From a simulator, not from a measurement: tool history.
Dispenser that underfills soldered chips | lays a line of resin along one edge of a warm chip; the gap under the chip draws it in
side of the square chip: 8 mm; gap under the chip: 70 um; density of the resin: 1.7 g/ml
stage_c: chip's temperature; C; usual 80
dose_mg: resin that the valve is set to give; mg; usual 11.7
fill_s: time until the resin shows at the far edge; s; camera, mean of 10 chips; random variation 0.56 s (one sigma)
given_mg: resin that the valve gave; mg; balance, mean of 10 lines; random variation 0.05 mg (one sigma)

| run | hour | stage_c | dose_mg | fill_s | given_mg |
|---|---|---|---|---|---|
| 1 | 0.0 | 80 | 11.7 | 68.9 | 11.70 |
| 2 | 4.6 | 80 | 11.7 | 81.6 | 11.57 |
|  | 6.4 | new syringe of resin |
| 3 | 7.7 | 80 | 11.7 | 53.5 | 11.56 |
| 4 | 10.2 | 80 | 11.7 | 59.1 | 11.70 |
| 5 | 12.6 | 80 | 11.7 | 64.6 | 11.55 |
| 6 | 16.8 | 80 | 11.7 | 76.1 | 11.65 |
|  | 21.0 | new syringe of resin |
| 7 | 21.5 | 80 | 11.7 | 51.4 | 11.51 |
| 8 | 25.7 | 86 | 11.7 | 45.4 | 11.48 |
| 9 | 29.8 | 94 | 11.7 | 36.6 | 11.45 |
| 10 | 33.3 | 73 | 10.1 | 120.3 | 9.94 |
|  | 35.7 | new syringe of resin |
| 11 | 36.1 | 75 | 10.4 | 65.6 | 10.17 |
| 12 | 40.6 | 89 | 11.5 | 40.0 | 11.15 |
| 13 | 45.4 | 78 | 12.2 | 80.9 | 11.93 |
| 14 | 48.7 | 90 | 15.2 | 50.5 | 14.88 |
|  | 50.3 | new syringe of resin |
| 15 | 53.3 | 87 | 9.9 | 44.3 | 9.67 |

Hidden state or all else? Some run-to-run changes of fill_s, split into what the settings, what came in and random variation would give without the hidden state, and what is left for the hidden state (with any gauge scatter that isn't in both results):
The hidden state here: resin's viscosity, % of fresh resin's; dose that the valve gives, % of what is set; true chip temperature over the reading, C; drift of the gauge itself on fill_s, %; drift of the gauge itself on given_mg, %.
Run 9 -> 10: stage_c 94 -> 73, dose_mg 11.7 -> 10.1. fill_s +83.7 s: hidden state +38.3, all else +45.4.
Run 10 -> 11: stage_c 73 -> 75, dose_mg 10.1 -> 10.4, new syringe of resin. fill_s -54.7 s: hidden state -45.8, all else -8.9.

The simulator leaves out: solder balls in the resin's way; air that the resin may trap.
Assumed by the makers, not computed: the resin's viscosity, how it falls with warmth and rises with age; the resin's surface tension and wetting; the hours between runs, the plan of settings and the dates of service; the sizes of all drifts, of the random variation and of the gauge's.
